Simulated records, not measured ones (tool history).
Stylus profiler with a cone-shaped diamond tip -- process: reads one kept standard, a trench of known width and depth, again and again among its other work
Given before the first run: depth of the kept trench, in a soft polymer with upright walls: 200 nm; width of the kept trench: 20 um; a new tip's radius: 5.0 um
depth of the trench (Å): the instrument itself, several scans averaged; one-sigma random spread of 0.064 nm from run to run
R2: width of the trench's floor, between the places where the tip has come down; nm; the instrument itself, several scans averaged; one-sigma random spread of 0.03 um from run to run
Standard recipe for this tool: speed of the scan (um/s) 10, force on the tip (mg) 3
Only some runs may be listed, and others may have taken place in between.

{"run": 1, "hour": 0.0, "speed of the scan (um/s)": 10, "force on the tip (mg)": 3, "depth of the trench (Å)": 2018.6, "R2": 15970}
{"run": 2, "hour": 19.1, "speed of the scan (um/s)": 10, "force on the tip (mg)": 3, "depth of the trench (Å)": 2018.4, "R2": 15920}
{"run": 3, "hour": 31.1, "speed of the scan (um/s)": 10, "force on the tip (mg)": 3, "depth of the trench (Å)": 2016.9, "R2": 15940}
{"run": 4, "hour": 45.1, "speed of the scan (um/s)": 10, "force on the tip (mg)": 7.67, "depth of the trench (Å)": 2029.4, "R2": 16000}
{"run": 5, "hour": 53.4, "speed of the scan (um/s)": 10, "force on the tip (mg)": 7.67, "depth of the trench (Å)": 2031, "R2": 15970}
{"run": 6, "hour": 62.2, "speed of the scan (um/s)": 10, "force on the tip (mg)": 7.67, "depth of the trench (Å)": 2030, "R2": 15950}
{"run": 7, "hour": 76.9, "speed of the scan (um/s)": 10, "force on the tip (mg)": 7.67, "depth of the trench (Å)": 2030.5, "R2": 15910}
{"run": 8, "hour": 87.7, "speed of the scan (um/s)": 4, "force on the tip (mg)": 3, "depth of the trench (Å)": 2017.3, "R2": 15960}
{"run": 9, "hour": 96.8, "speed of the scan (um/s)": 4, "force on the tip (mg)": 3, "depth of the trench (Å)": 2018.4, "R2": 15950}
{"run": 10, "hour": 111.3, "speed of the scan (um/s)": 13, "force on the tip (mg)": 1.8, "depth of the trench (Å)": 2014.3, "R2": 15850}
{"hour": 129.6, "done": "new tip fitted, height scale calibrated"}
{"run": 11, "hour": 129.6, "speed of the scan (um/s)": 13, "force on the tip (mg)": 1.12, "depth of the trench (Å)": 2008.7, "R2": 17070}
{"run": 12, "hour": 147.1, "speed of the scan (um/s)": 13, "force on the tip (mg)": 1.12, "depth of the trench (Å)": 2007, "R2": 17060}
{"run": 13, "hour": 156.7, "speed of the scan (um/s)": 28, "force on the tip (mg)": 1.3, "depth of the trench (Å)": 2008.7, "R2": 16960}
{"run": 14, "hour": 174.6, "speed of the scan (um/s)": 28, "force on the tip (mg)": 1.3, "depth of the trench (Å)": 2008.3, "R2": 16980}
{"run": 15, "hour": 184.8, "speed of the scan (um/s)": 7, "force on the tip (mg)": 1.06, "depth of the trench (Å)": 2008.3, "R2": 17070}
{"run": 16, "hour": 198.7, "speed of the scan (um/s)": 13, "force on the tip (mg)": 2.09, "depth of the trench (Å)": 2011.7, "R2": 17050}
{"run": 17, "hour": 217.9, "speed of the scan (um/s)": 9, "force on the tip (mg)": 6.98, "depth of the trench (Å)": 2026.6, "R2": 17070}

Branching from run 17: 5 alternative next runs. What would each branch give?
{"run": "A", "hour": 229.4, "speed of the scan (um/s)": 15, "force on the tip (mg)": 6.98, "depth of the trench (Å)": "?", "R2": "?"}
{"run": "B", "hour": 229.4, "speed of the scan (um/s)": 3, "force on the tip (mg)": 3, "depth of the trench (Å)": "?", "R2": "?"}
{"run": "C", "hour": 229.4, "speed of the scan (um/s)": 2, "force on the tip (mg)": 2, "depth of the trench (Å)": "?", "R2": "?"}
{"run": "D", "hour": 229.4, "speed of the scan (um/s)": 3, "force on the tip (mg)": 7.54, "depth of the trench (Å)": "?", "R2": "?"}
{"run": "E", "hour": 229.4, "speed of the scan (um/s)": 10, "force on the tip (mg)": 2.32, "depth of the trench (Å)": "?", "R2": "?"}

run=A depth_of_the_trench_(Å)=2025.8 R2=17100
run=B depth_of_the_trench_(Å)=2014.2 R2=17080
run=C depth_of_the_trench_(Å)=2011.7 R2=17090
run=D depth_of_the_trench_(Å)=2027 R2=17110
run=E depth_of_the_trench_(Å)=2011.3 R2=17080
Stripped of hidden state, with their random variation kept, the same runs would have yielded:
run=A depth_of_the_trench_(Å)=2025.9 R2=17200
run=B depth_of_the_trench_(Å)=2014.3 R2=17190
run=C depth_of_the_trench_(Å)=2011.8 R2=17190
run=D depth_of_the_trench_(Å)=2027.1 R2=17220
run=E depth_of_the_trench_(Å)=2011.4 R2=17180
